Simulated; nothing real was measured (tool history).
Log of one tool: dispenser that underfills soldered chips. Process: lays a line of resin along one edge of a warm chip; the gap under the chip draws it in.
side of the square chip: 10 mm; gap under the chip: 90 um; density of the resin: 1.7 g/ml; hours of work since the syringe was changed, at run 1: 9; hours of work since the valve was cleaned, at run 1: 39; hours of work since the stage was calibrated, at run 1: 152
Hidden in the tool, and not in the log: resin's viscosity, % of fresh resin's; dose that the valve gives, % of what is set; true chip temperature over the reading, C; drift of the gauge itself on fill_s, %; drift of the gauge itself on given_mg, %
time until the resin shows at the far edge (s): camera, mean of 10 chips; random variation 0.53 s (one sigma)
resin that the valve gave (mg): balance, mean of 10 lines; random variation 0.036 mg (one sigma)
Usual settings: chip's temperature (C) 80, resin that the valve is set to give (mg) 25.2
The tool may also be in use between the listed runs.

| run | hour | chip's temperature (C) | resin that the valve is set to give (mg) | hours of work since the syringe was changed | hours of work since the valve was cleaned | hours of work since the stage was calibrated | time until the resin shows at the far edge (s) | resin that the valve gave (mg) |
|---|---|---|---|---|---|---|---|---|
| 1 | 0 | 80 | 25.2 | 9 | 39 | 152 | 73.1 | 24.81 |
|  | 1.4 | new syringe of resin |
| 2 | 4.1 | 65 | 25.2 | 2 | 42 | 155 | 81.4 | 24.84 |
| 3 | 10.8 | 78 | 25.2 | 7 | 47 | 160 | 72 | 24.83 |
|  | 14.5 | new syringe of resin |
| 4 | 14.5 | 87 | 25.2 | 0 | 50 | 163 | 36.2 | 24.65 |
| 5 | 21.6 | 87 | 25.2 | 6 | 55 | 168 | 48.4 | 24.72 |
| 6 | 27 | 87 | 25.2 | 10 | 59 | 173 | 60.6 | 24.62 |
|  | 28 | new syringe of resin |
| 7 | 30.6 | 74 | 30 | 2 | 62 | 175 | 59.3 | 29.32 |
| 8 | 36.8 | 70 | 27.4 | 7 | 67 | 180 | 87 | 26.71 |
|  | 41.1 | new syringe of resin |
| 9 | 43 | 80 | 22.3 | 1 | 71 | 185 | 49.8 | 21.68 |
| 10 | 48.3 | 79 | 28.4 | 6 | 75 | 189 | 61.4 | 27.59 |

Forecast each of these 3 alternatives for the next run:
| A | 51.9 | 89 | 22.6 | 8 | 78 | 192 | ? | ? |
| B | 51.9 | 85 | 30.1 | 8 | 78 | 192 | ? | ? |
| C | 51.9 | 70 | 26.5 | 8 | 78 | 192 | ? | ? |

| run | time until the resin shows at the far edge (s) | resin that the valve gave (mg) |
|---|---|---|
| A | 54.5 | 21.98 |
| B | 60 | 29.15 |
| C | 97.4 | 25.71 |
Without the tool's hidden state the same runs would have given:
| run | time until the resin shows at the far edge (s) | resin that the valve gave (mg) |
|---|---|---|
| A | 34 | 22.67 |
| B | 37.5 | 30.06 |
| C | 61 | 26.52 |

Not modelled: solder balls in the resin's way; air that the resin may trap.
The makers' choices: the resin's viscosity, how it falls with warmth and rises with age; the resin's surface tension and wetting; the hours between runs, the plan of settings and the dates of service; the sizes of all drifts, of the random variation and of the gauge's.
